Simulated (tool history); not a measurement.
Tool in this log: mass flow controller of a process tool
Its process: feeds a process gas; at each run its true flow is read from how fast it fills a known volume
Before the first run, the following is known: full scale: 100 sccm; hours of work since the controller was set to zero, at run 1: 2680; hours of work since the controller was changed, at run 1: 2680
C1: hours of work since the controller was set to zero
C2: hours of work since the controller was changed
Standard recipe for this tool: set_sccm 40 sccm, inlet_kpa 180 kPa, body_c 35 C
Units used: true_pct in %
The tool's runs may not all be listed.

{"run": 1, "day": 0.0, "set_sccm": 40, "inlet_kpa": 180, "body_c": 35, "C1": 2680, "C2": 2680, "true_pct": 100.31}
{"run": 2, "day": 8.529, "set_sccm": 40, "inlet_kpa": 180, "body_c": 35, "C1": 2812, "C2": 2812, "true_pct": 100.11}
{"run": 3, "day": 16.521, "set_sccm": 48, "inlet_kpa": 180, "body_c": 35, "C1": 2936, "C2": 2936, "true_pct": 100.3}
{"run": 4, "day": 27.708, "set_sccm": 40, "inlet_kpa": 180, "body_c": 35, "C1": 3109, "C2": 3109, "true_pct": 100.18}
{"run": 5, "day": 32.812, "set_sccm": 40, "inlet_kpa": 180, "body_c": 35, "C1": 3188, "C2": 3188, "true_pct": 100.12}
{"run": 6, "day": 39.421, "set_sccm": 40, "inlet_kpa": 165, "body_c": 35, "C1": 3291, "C2": 3291, "true_pct": 100.2}
{"run": 7, "day": 46.008, "set_sccm": 40, "inlet_kpa": 165, "body_c": 35, "C1": 3393, "C2": 3393, "true_pct": 100.28}
{"run": 8, "day": 51.767, "set_sccm": 45, "inlet_kpa": 180, "body_c": 35, "C1": 3482, "C2": 3482, "true_pct": 100.27}
{"run": 9, "day": 60.725, "set_sccm": 45, "inlet_kpa": 180, "body_c": 35, "C1": 3621, "C2": 3621, "true_pct": 100.12}
{"run": 10, "day": 65.429, "set_sccm": 45, "inlet_kpa": 180, "body_c": 35, "C1": 3693, "C2": 3693, "true_pct": 100.18}
{"run": 11, "day": 72.838, "set_sccm": 45, "inlet_kpa": 180, "body_c": 35, "C1": 3808, "C2": 3808, "true_pct": 100.07}
{"run": 12, "day": 78.062, "set_sccm": 40, "inlet_kpa": 180, "body_c": 35, "C1": 3889, "C2": 3889, "true_pct": 100.09}
{"run": 13, "day": 87.479, "set_sccm": 40, "inlet_kpa": 151, "body_c": 35, "C1": 4035, "C2": 4035, "true_pct": 100.28}
{"run": 14, "day": 95.433, "set_sccm": 40, "inlet_kpa": 151, "body_c": 31, "C1": 4158, "C2": 4158, "true_pct": 100.1}
{"run": 15, "day": 101.308, "set_sccm": 35, "inlet_kpa": 180, "body_c": 35, "C1": 4249, "C2": 4249, "true_pct": 100.17}
{"run": 16, "day": 106.546, "set_sccm": 35, "inlet_kpa": 180, "body_c": 35, "C1": 4330, "C2": 4330, "true_pct": 100.15}
{"run": 17, "day": 114.012, "set_sccm": 35, "inlet_kpa": 180, "body_c": 35, "C1": 4446, "C2": 4446, "true_pct": 100.15}
{"run": 18, "day": 119.1, "set_sccm": 40, "inlet_kpa": 180, "body_c": 35, "C1": 4525, "C2": 4525, "true_pct": 100.14}
{"run": 19, "day": 124.75, "set_sccm": 40, "inlet_kpa": 180, "body_c": 35, "C1": 4612, "C2": 4612, "true_pct": 100.14}
{"run": 20, "day": 130.1, "set_sccm": 40, "inlet_kpa": 180, "body_c": 35, "C1": 4695, "C2": 4695, "true_pct": 100.09}
{"day": 131.638, "done": "controller's zero set anew"}
{"run": 21, "day": 140.333, "set_sccm": 40, "inlet_kpa": 180, "body_c": 35, "C1": 135, "C2": 4853, "true_pct": 100.28}
{"run": 22, "day": 151.583, "set_sccm": 40, "inlet_kpa": 180, "body_c": 25, "C1": 309, "C2": 5027, "true_pct": 99.93}
{"run": 23, "day": 162.967, "set_sccm": 40, "inlet_kpa": 180, "body_c": 25, "C1": 485, "C2": 5204, "true_pct": 99.85}
{"run": 24, "day": 171.325, "set_sccm": 40, "inlet_kpa": 180, "body_c": 25, "C1": 615, "C2": 5333, "true_pct": 100}
{"run": 25, "day": 176.992, "set_sccm": 70, "inlet_kpa": 180, "body_c": 26, "C1": 702, "C2": 5421, "true_pct": 100.08}
{"run": 26, "day": 185.221, "set_sccm": 75, "inlet_kpa": 180, "body_c": 23, "C1": 830, "C2": 5548, "true_pct": 99.86}
{"run": 27, "day": 189.942, "set_sccm": 75, "inlet_kpa": 180, "body_c": 23, "C1": 903, "C2": 5621, "true_pct": 99.98}
{"run": 28, "day": 198.3, "set_sccm": 56, "inlet_kpa": 260, "body_c": 35, "C1": 1032, "C2": 5751, "true_pct": 99.63}
{"run": 29, "day": 206.504, "set_sccm": 56, "inlet_kpa": 260, "body_c": 35, "C1": 1159, "C2": 5878, "true_pct": 99.76}
{"run": 30, "day": 217.275, "set_sccm": 70, "inlet_kpa": 260, "body_c": 35, "C1": 1326, "C2": 6045, "true_pct": 99.86}
{"run": 31, "day": 224.7, "set_sccm": 70, "inlet_kpa": 260, "body_c": 35, "C1": 1441, "C2": 6160, "true_pct": 99.89}
{"run": 32, "day": 231.908, "set_sccm": 14, "inlet_kpa": 159, "body_c": 31, "C1": 1553, "C2": 6271, "true_pct": 100.01}
{"run": 33, "day": 237.212, "set_sccm": 38, "inlet_kpa": 199, "body_c": 35, "C1": 1635, "C2": 6353, "true_pct": 100.05}
{"run": 34, "day": 244.462, "set_sccm": 40, "inlet_kpa": 150, "body_c": 22, "C1": 1747, "C2": 6466, "true_pct": 100.05}
{"run": 35, "day": 255.204, "set_sccm": 40, "inlet_kpa": 180, "body_c": 39, "C1": 1913, "C2": 6632, "true_pct": 100.31}
{"run": 36, "day": 264.796, "set_sccm": 40, "inlet_kpa": 180, "body_c": 39, "C1": 2062, "C2": 6780, "true_pct": 100.32}
{"run": 37, "day": 274.921, "set_sccm": 40, "inlet_kpa": 180, "body_c": 39, "C1": 2219, "C2": 6937, "true_pct": 100.25}
{"run": 38, "day": 286.271, "set_sccm": 40, "inlet_kpa": 261, "body_c": 35, "C1": 2395, "C2": 7113, "true_pct": 99.85}
{"run": 39, "day": 291.583, "set_sccm": 40, "inlet_kpa": 188, "body_c": 21, "C1": 2477, "C2": 7195, "true_pct": 99.66}
{"run": 40, "day": 298.971, "set_sccm": 40, "inlet_kpa": 248, "body_c": 21, "C1": 2591, "C2": 7310, "true_pct": 99.37}
{"run": 41, "day": 308.788, "set_sccm": 59, "inlet_kpa": 152, "body_c": 35, "C1": 2743, "C2": 7462, "true_pct": 100.57}
{"run": 42, "day": 314.492, "set_sccm": 12, "inlet_kpa": 162, "body_c": 38, "C1": 2832, "C2": 7550, "true_pct": 100.11}
{"run": 43, "day": 321.833, "set_sccm": 40, "inlet_kpa": 169, "body_c": 23, "C1": 2945, "C2": 7664, "true_pct": 99.9}
{"run": 44, "day": 326.983, "set_sccm": 11, "inlet_kpa": 180, "body_c": 35, "C1": 3025, "C2": 7743, "true_pct": 100.02}
{"run": 45, "day": 333.058, "set_sccm": 15, "inlet_kpa": 145, "body_c": 33, "C1": 3119, "C2": 7838, "true_pct": 100.18}

For run 46, what comes out?
{"run": 46, "day": 341.171, "set_sccm": 73, "inlet_kpa": 215, "body_c": 30, "C1": 3245, "C2": 7963, "true_pct": "?"}

true_pct: 99.97 %
The same run, on a tool lacking any hidden state, would have yielded true_pct 99.96 %.

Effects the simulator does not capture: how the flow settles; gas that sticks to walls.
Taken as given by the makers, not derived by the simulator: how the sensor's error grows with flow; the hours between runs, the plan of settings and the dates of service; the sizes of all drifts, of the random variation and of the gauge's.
